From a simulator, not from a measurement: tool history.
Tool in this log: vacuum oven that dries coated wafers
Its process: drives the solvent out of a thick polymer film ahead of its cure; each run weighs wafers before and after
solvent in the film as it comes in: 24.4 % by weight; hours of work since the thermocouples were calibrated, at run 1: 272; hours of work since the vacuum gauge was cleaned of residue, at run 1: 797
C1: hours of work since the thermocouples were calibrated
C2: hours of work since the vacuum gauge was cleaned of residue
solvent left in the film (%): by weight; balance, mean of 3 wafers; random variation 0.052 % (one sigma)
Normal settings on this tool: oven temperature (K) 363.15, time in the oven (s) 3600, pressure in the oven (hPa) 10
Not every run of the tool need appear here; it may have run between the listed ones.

{"run": 1, "day": 0.0, "oven temperature (K)": 363.15, "time in the oven (s)": 3600, "pressure in the oven (hPa)": 10, "C1": 272, "C2": 797, "solvent left in the film (%)": 1.31}
{"run": 2, "day": 0.65, "oven temperature (K)": 363.15, "time in the oven (s)": 3600, "pressure in the oven (hPa)": 10, "C1": 282, "C2": 808, "solvent left in the film (%)": 1.35}
{"run": 3, "day": 1.192, "oven temperature (K)": 363.15, "time in the oven (s)": 3600, "pressure in the oven (hPa)": 10, "C1": 290, "C2": 816, "solvent left in the film (%)": 1.45}
{"run": 4, "day": 1.717, "oven temperature (K)": 363.15, "time in the oven (s)": 3600, "pressure in the oven (hPa)": 10, "C1": 298, "C2": 824, "solvent left in the film (%)": 1.47}
{"run": 5, "day": 2.229, "oven temperature (K)": 363.15, "time in the oven (s)": 3600, "pressure in the oven (hPa)": 10, "C1": 307, "C2": 832, "solvent left in the film (%)": 1.39}
{"run": 6, "day": 2.817, "oven temperature (K)": 363.15, "time in the oven (s)": 3600, "pressure in the oven (hPa)": 10, "C1": 316, "C2": 842, "solvent left in the film (%)": 1.46}
{"run": 7, "day": 3.546, "oven temperature (K)": 363.15, "time in the oven (s)": 3600, "pressure in the oven (hPa)": 10, "C1": 327, "C2": 853, "solvent left in the film (%)": 1.41}
{"run": 8, "day": 4.3, "oven temperature (K)": 365.15, "time in the oven (s)": 3600, "pressure in the oven (hPa)": 10, "C1": 339, "C2": 865, "solvent left in the film (%)": 1.19}
{"run": 9, "day": 4.696, "oven temperature (K)": 363.15, "time in the oven (s)": 3600, "pressure in the oven (hPa)": 10, "C1": 345, "C2": 871, "solvent left in the film (%)": 1.48}
{"run": 10, "day": 5.462, "oven temperature (K)": 363.15, "time in the oven (s)": 3600, "pressure in the oven (hPa)": 10, "C1": 357, "C2": 883, "solvent left in the film (%)": 1.39}
{"run": 11, "day": 5.904, "oven temperature (K)": 363.15, "time in the oven (s)": 3600, "pressure in the oven (hPa)": 16.5, "C1": 364, "C2": 890, "solvent left in the film (%)": 1.82}
{"run": 12, "day": 6.733, "oven temperature (K)": 363.15, "time in the oven (s)": 3600, "pressure in the oven (hPa)": 10, "C1": 377, "C2": 903, "solvent left in the film (%)": 1.37}
{"run": 13, "day": 7.229, "oven temperature (K)": 363.15, "time in the oven (s)": 3360, "pressure in the oven (hPa)": 10, "C1": 385, "C2": 911, "solvent left in the film (%)": 1.51}
{"run": 14, "day": 8.038, "oven temperature (K)": 363.15, "time in the oven (s)": 3360, "pressure in the oven (hPa)": 10, "C1": 398, "C2": 924, "solvent left in the film (%)": 1.57}
{"run": 15, "day": 8.533, "oven temperature (K)": 363.15, "time in the oven (s)": 3600, "pressure in the oven (hPa)": 10, "C1": 405, "C2": 931, "solvent left in the film (%)": 1.43}
{"run": 16, "day": 8.938, "oven temperature (K)": 363.15, "time in the oven (s)": 3600, "pressure in the oven (hPa)": 10, "C1": 412, "C2": 938, "solvent left in the film (%)": 1.35}
{"run": 17, "day": 9.696, "oven temperature (K)": 363.15, "time in the oven (s)": 3600, "pressure in the oven (hPa)": 10, "C1": 424, "C2": 950, "solvent left in the film (%)": 1.48}
{"day": 9.8, "done": "vacuum gauge cleaned of residue and calibrated"}
{"run": 18, "day": 10.25, "oven temperature (K)": 363.15, "time in the oven (s)": 2040, "pressure in the oven (hPa)": 10, "C1": 431, "C2": 7, "solvent left in the film (%)": 3.79}
{"run": 19, "day": 10.708, "oven temperature (K)": 363.15, "time in the oven (s)": 2040, "pressure in the oven (hPa)": 10, "C1": 439, "C2": 14, "solvent left in the film (%)": 3.79}
{"run": 20, "day": 11.162, "oven temperature (K)": 363.15, "time in the oven (s)": 2040, "pressure in the oven (hPa)": 10, "C1": 446, "C2": 21, "solvent left in the film (%)": 3.82}
{"run": 21, "day": 11.908, "oven temperature (K)": 362.15, "time in the oven (s)": 5400, "pressure in the oven (hPa)": 36.9, "C1": 458, "C2": 33, "solvent left in the film (%)": 2.56}
{"day": 12.217, "done": "vacuum gauge cleaned of residue and calibrated, once more"}
{"run": 22, "day": 12.342, "oven temperature (K)": 360.15, "time in the oven (s)": 3120, "pressure in the oven (hPa)": 38.4, "C1": 463, "C2": 2, "solvent left in the film (%)": 4.12}
{"run": 23, "day": 12.783, "oven temperature (K)": 360.15, "time in the oven (s)": 3120, "pressure in the oven (hPa)": 38.4, "C1": 470, "C2": 9, "solvent left in the film (%)": 4.16}
{"run": 24, "day": 13.158, "oven temperature (K)": 360.15, "time in the oven (s)": 3120, "pressure in the oven (hPa)": 38.4, "C1": 476, "C2": 15, "solvent left in the film (%)": 4.18}
{"run": 25, "day": 13.821, "oven temperature (K)": 360.15, "time in the oven (s)": 3120, "pressure in the oven (hPa)": 38.4, "C1": 487, "C2": 25, "solvent left in the film (%)": 4.19}
{"run": 26, "day": 14.417, "oven temperature (K)": 363.15, "time in the oven (s)": 1980, "pressure in the oven (hPa)": 11.9, "C1": 496, "C2": 35, "solvent left in the film (%)": 3.95}
{"run": 27, "day": 15.204, "oven temperature (K)": 363.15, "time in the oven (s)": 1980, "pressure in the oven (hPa)": 11.9, "C1": 508, "C2": 47, "solvent left in the film (%)": 4.07}
{"run": 28, "day": 15.771, "oven temperature (K)": 363.15, "time in the oven (s)": 1980, "pressure in the oven (hPa)": 11.9, "C1": 517, "C2": 56, "solvent left in the film (%)": 4.02}
{"run": 29, "day": 16.529, "oven temperature (K)": 374.15, "time in the oven (s)": 3600, "pressure in the oven (hPa)": 5.2, "C1": 529, "C2": 68, "solvent left in the film (%)": 0.37}
{"run": 30, "day": 17.308, "oven temperature (K)": 356.15, "time in the oven (s)": 2400, "pressure in the oven (hPa)": 5.2, "C1": 541, "C2": 80, "solvent left in the film (%)": 4.63}
{"run": 31, "day": 17.696, "oven temperature (K)": 369.15, "time in the oven (s)": 3960, "pressure in the oven (hPa)": 15.9, "C1": 547, "C2": 86, "solvent left in the film (%)": 0.93}
{"run": 32, "day": 18.521, "oven temperature (K)": 369.15, "time in the oven (s)": 3960, "pressure in the oven (hPa)": 15.9, "C1": 560, "C2": 99, "solvent left in the film (%)": 0.94}
{"run": 33, "day": 19.271, "oven temperature (K)": 371.15, "time in the oven (s)": 2040, "pressure in the oven (hPa)": 9, "C1": 572, "C2": 111, "solvent left in the film (%)": 1.78}
{"run": 34, "day": 19.9, "oven temperature (K)": 371.15, "time in the oven (s)": 2040, "pressure in the oven (hPa)": 9, "C1": 582, "C2": 121, "solvent left in the film (%)": 1.87}
{"run": 35, "day": 20.729, "oven temperature (K)": 377.15, "time in the oven (s)": 3360, "pressure in the oven (hPa)": 37.7, "C1": 595, "C2": 134, "solvent left in the film (%)": 1.42}
{"run": 36, "day": 21.254, "oven temperature (K)": 366.15, "time in the oven (s)": 3600, "pressure in the oven (hPa)": 10, "C1": 603, "C2": 142, "solvent left in the film (%)": 1.07}
{"run": 37, "day": 21.967, "oven temperature (K)": 362.15, "time in the oven (s)": 5220, "pressure in the oven (hPa)": 28.8, "C1": 615, "C2": 153, "solvent left in the film (%)": 1.97}

3 ways to go on from here, each from the tool as it stands after run 37. What would each give?
{"run": "A", "day": 22.312, "oven temperature (K)": 371.15, "time in the oven (s)": 2160, "pressure in the oven (hPa)": 7.4, "C1": 620, "C2": 159, "solvent left in the film (%)": "?"}
{"run": "B", "day": 22.312, "oven temperature (K)": 363.15, "time in the oven (s)": 3600, "pressure in the oven (hPa)": 8.3, "C1": 620, "C2": 159, "solvent left in the film (%)": "?"}
{"run": "C", "day": 22.312, "oven temperature (K)": 367.15, "time in the oven (s)": 3600, "pressure in the oven (hPa)": 22, "C1": 620, "C2": 159, "solvent left in the film (%)": "?"}

run=A solvent_left_in_the_film_(%)=1.54
run=B solvent_left_in_the_film_(%)=1.31
run=C solvent_left_in_the_film_(%)=1.49
Had the tool no hidden state, the same runs would have come out as:
run=A solvent_left_in_the_film_(%)=1.52
run=B solvent_left_in_the_film_(%)=1.29
run=C solvent_left_in_the_film_(%)=1.47
